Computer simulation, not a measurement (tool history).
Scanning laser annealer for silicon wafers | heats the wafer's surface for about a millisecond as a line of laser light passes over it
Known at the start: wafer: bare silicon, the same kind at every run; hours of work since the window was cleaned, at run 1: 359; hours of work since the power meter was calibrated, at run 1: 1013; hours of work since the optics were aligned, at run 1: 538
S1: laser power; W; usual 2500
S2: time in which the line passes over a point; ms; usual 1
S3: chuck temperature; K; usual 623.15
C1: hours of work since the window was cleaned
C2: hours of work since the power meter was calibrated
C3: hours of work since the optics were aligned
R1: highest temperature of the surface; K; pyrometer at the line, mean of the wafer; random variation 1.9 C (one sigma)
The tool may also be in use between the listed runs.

run	hour	S1	S2	S3	C1	C2	C3	R1
1	0	2500	1	623.15	359	1013	538	1422.15
# hour 43.4: window over the wafer cleaned
2	43.4	2500	1	623.15	0	1045	569	1441.15
3	84.7	2500	1	623.15	31	1076	601	1437.15
4	118.8	2500	1	623.15	57	1102	627	1434.15
5	137.4	2500	1	623.15	71	1116	641	1428.15
6	171.3	2500	1	623.15	97	1142	666	1430.15
7	216.3	2500	0.98	623.15	131	1176	700	1421.15
8	247.5	2500	0.98	623.15	155	1200	724	1415.15
9	267.8	2341	1	623.15	170	1215	739	1362.15
10	312.5	2341	1	623.15	204	1249	773	1362.15
11	350.7	2444	1	623.15	233	1278	802	1395.15
12	394.9	2444	1	623.15	266	1311	836	1397.15
13	434.1	2500	1	640.15	296	1341	866	1432.15
14	475.1	2500	1	640.15	327	1372	897	1430.15
15	499.9	2500	1	640.15	346	1391	915	1423.15
16	520.9	2500	1	640.15	362	1407	931	1421.15
17	553.5	2500	1	640.15	387	1432	956	1425.15
# hour 561.5: window over the wafer cleaned
18	590.2	2561	1	623.15	22	1458	982	1452.15
19	619.1	2500	0.98	623.15	44	1480	1004	1421.15
20	655.8	2500	0.98	623.15	71	1508	1032	1417.15
21	689.4	2500	0.98	623.15	97	1533	1058	1416.15
# hour 712.5: optics aligned, line set to its width
22	739.8	2315	0.71	637.15	131	1567	21	1281.15
23	762.6	2371	1.13	654.15	149	1585	38	1460.15
24	808.6	2500	1	609.15	184	1620	73	1424.15
25	854.5	2432	1.15	623.15	218	1654	108	1454.15
26	878.3	2403	1	639.15	236	1672	126	1411.15
27	910.2	2500	1	585.15	261	1697	150	1399.15
28	955.3	2311	1	599.15	295	1731	184	1333.15
29	989.7	2311	1	599.15	321	1757	210	1330.15
30	1016.1	2248	0.71	660.15	341	1777	230	1265.15
31	1059.7	2588	1.17	660.15	374	1810	263	1556.15
# hour 1084.1: window over the wafer cleaned
32	1101.5	2500	1.07	602.15	13	1840	293	1439.15
33	1130.3	2451	0.76	612.15	35	1862	315	1322.15
34	1157.8	2500	1	604.15	56	1883	336	1420.15

Forecast run 35:
35	1196	2500	1	604.15	85	1912	365	?

R1: 1417.15 K
Without the tool's hidden state the same run would have given R1 1445.15 K.

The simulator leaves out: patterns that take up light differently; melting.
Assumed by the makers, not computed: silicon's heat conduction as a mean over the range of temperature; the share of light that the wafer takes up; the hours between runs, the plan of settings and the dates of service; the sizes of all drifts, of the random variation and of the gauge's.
